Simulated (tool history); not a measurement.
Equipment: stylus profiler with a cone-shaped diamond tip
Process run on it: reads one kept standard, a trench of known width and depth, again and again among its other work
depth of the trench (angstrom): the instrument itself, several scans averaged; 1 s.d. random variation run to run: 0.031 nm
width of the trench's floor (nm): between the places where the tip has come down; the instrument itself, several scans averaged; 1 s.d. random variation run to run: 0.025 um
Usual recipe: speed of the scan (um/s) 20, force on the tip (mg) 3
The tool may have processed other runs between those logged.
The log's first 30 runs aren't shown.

run,hour,speed of the scan (um/s),force on the tip (mg),depth of the trench (angstrom),width of the trench's floor (nm)
31,2345.7,36,3.29,1015.9,98350
32,2406.7,15,2.27,1014.4,98340
33,2511.9,15,2.27,1015.2,98320
# hour 2606.7: height scale calibrated on a step standard, once more
34,2617.7,27,7.45,1012.1,98310
35,2695,19,6.62,1011.7,98330
36,2769.3,19,6.62,1012.3,98300
37,2858.7,11,2.54,1006.8,98350
38,2918.8,11,2.54,1006.8,98310
39,2964.1,11,2.54,1007.2,98290
40,3021.2,20,4.88,1011,98240
41,3122,6,7.13,1013.4,98340
42,3220,9,1.57,1005.9,98300
43,3264.6,9,1.57,1006.4,98290
44,3330.7,9,1.57,1006,98280
45,3400.1,21,1.08,1005.5,98250
46,3497.1,8,2.7,1008.5,98270

Consider 3 possible next runs. They are alternatives, not a sequence: every one starts from the tool as it was left by run 46. What does each give?
A,3604.2,9,6.02,?,?
B,3604.2,7,2.7,?,?
C,3604.2,44,3,?,?

run,depth of the trench (angstrom),width of the trench's floor (nm)
A,1013.1,98260
B,1008.6,98280
C,1009,98170
The same runs, with their run-to-run variation unchanged, on a tool lacking any hidden condition would have given:
run,depth of the trench (angstrom),width of the trench's floor (nm)
A,1010.8,98740
B,1006.3,98760
C,1006.7,98660
